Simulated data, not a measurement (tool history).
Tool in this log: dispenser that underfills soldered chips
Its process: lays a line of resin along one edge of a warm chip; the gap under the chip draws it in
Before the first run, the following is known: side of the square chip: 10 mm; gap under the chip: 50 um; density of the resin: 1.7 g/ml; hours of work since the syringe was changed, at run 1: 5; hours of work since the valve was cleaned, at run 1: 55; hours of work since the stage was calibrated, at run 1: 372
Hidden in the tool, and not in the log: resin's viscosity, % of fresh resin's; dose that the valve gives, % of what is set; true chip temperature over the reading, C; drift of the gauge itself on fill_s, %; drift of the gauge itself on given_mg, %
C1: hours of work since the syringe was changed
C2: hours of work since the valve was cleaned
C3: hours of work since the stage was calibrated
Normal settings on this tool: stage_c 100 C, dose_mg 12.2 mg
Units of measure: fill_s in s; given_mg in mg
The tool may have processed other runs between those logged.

{"run": 1, "hour": 0.0, "stage_c": 100, "dose_mg": 12.2, "C1": 5, "C2": 55, "C3": 372, "fill_s": 86.7, "given_mg": 11.57}
{"hour": 7.6, "done": "new syringe of resin"}
{"run": 2, "hour": 13.2, "stage_c": 100, "dose_mg": 12.2, "C1": 4, "C2": 63, "C3": 381, "fill_s": 82.0, "given_mg": 11.36}
{"hour": 22.8, "done": "new syringe of resin"}
{"run": 3, "hour": 25.5, "stage_c": 100, "dose_mg": 15.2, "C1": 2, "C2": 71, "C3": 388, "fill_s": 69.7, "given_mg": 14.25}
{"run": 4, "hour": 34.5, "stage_c": 100, "dose_mg": 12.2, "C1": 8, "C2": 77, "C3": 394, "fill_s": 104.4, "given_mg": 11.38}
{"hour": 37.4, "done": "new syringe of resin"}
{"hour": 39.2, "done": "dispensing valve cleaned and set on the balance"}
{"hour": 45.1, "done": "stage's temperature calibrated"}
{"run": 5, "hour": 50.0, "stage_c": 100, "dose_mg": 11.2, "C1": 7, "C2": 6, "C3": 3, "fill_s": 95.9, "given_mg": 11.03}
{"hour": 54.5, "done": "new syringe of resin"}
{"run": 6, "hour": 60.7, "stage_c": 100, "dose_mg": 11.2, "C1": 4, "C2": 13, "C3": 10, "fill_s": 80.3, "given_mg": 11.02}
{"run": 7, "hour": 67.1, "stage_c": 100, "dose_mg": 11.2, "C1": 8, "C2": 17, "C3": 14, "fill_s": 102.0, "given_mg": 11.09}
{"hour": 70.0, "done": "new syringe of resin"}
{"run": 8, "hour": 75.5, "stage_c": 100, "dose_mg": 11.2, "C1": 4, "C2": 22, "C3": 19, "fill_s": 79.2, "given_mg": 10.99}
{"hour": 85.1, "done": "new syringe of resin"}
{"run": 9, "hour": 89.9, "stage_c": 99, "dose_mg": 10.5, "C1": 3, "C2": 32, "C3": 28, "fill_s": 79.9, "given_mg": 10.17}
{"hour": 99.8, "done": "new syringe of resin"}
{"run": 10, "hour": 103.5, "stage_c": 106, "dose_mg": 12.8, "C1": 2, "C2": 40, "C3": 37, "fill_s": 61.5, "given_mg": 12.29}
{"run": 11, "hour": 111.4, "stage_c": 89, "dose_mg": 13.0, "C1": 8, "C2": 45, "C3": 42, "fill_s": 135.4, "given_mg": 12.46}
{"hour": 114.3, "done": "new syringe of resin"}
{"run": 12, "hour": 122.5, "stage_c": 103, "dose_mg": 11.5, "C1": 5, "C2": 52, "C3": 49, "fill_s": 79.5, "given_mg": 10.89}
{"hour": 129.2, "done": "new syringe of resin"}
{"run": 13, "hour": 129.9, "stage_c": 101, "dose_mg": 11.0, "C1": 0, "C2": 57, "C3": 54, "fill_s": 63.3, "given_mg": 10.26}

Branching from run 13: 3 alternative next runs. What would each branch give?
{"hour": 143.9, "done": "new syringe of resin"}
{"run": "A", "hour": 144.5, "stage_c": 104, "dose_mg": 11.0, "C1": 0, "C2": 66, "C3": 63, "fill_s": "?", "given_mg": "?"}
{"hour": 143.9, "done": "new syringe of resin"}
{"run": "B", "hour": 144.5, "stage_c": 92, "dose_mg": 11.0, "C1": 0, "C2": 66, "C3": 63, "fill_s": "?", "given_mg": "?"}
{"hour": 143.9, "done": "new syringe of resin"}
{"run": "C", "hour": 144.5, "stage_c": 108, "dose_mg": 13.1, "C1": 0, "C2": 66, "C3": 63, "fill_s": "?", "given_mg": "?"}

run=A fill_s=59.0 given_mg=10.30
run=B fill_s=83.3 given_mg=10.27
run=C fill_s=51.8 given_mg=12.18
Take away the tool's hidden state, keep each run's random variation, and the runs would have read:
run=A fill_s=56.0 given_mg=11.02
run=B fill_s=79.1 given_mg=11.00
run=C fill_s=49.8 given_mg=13.05
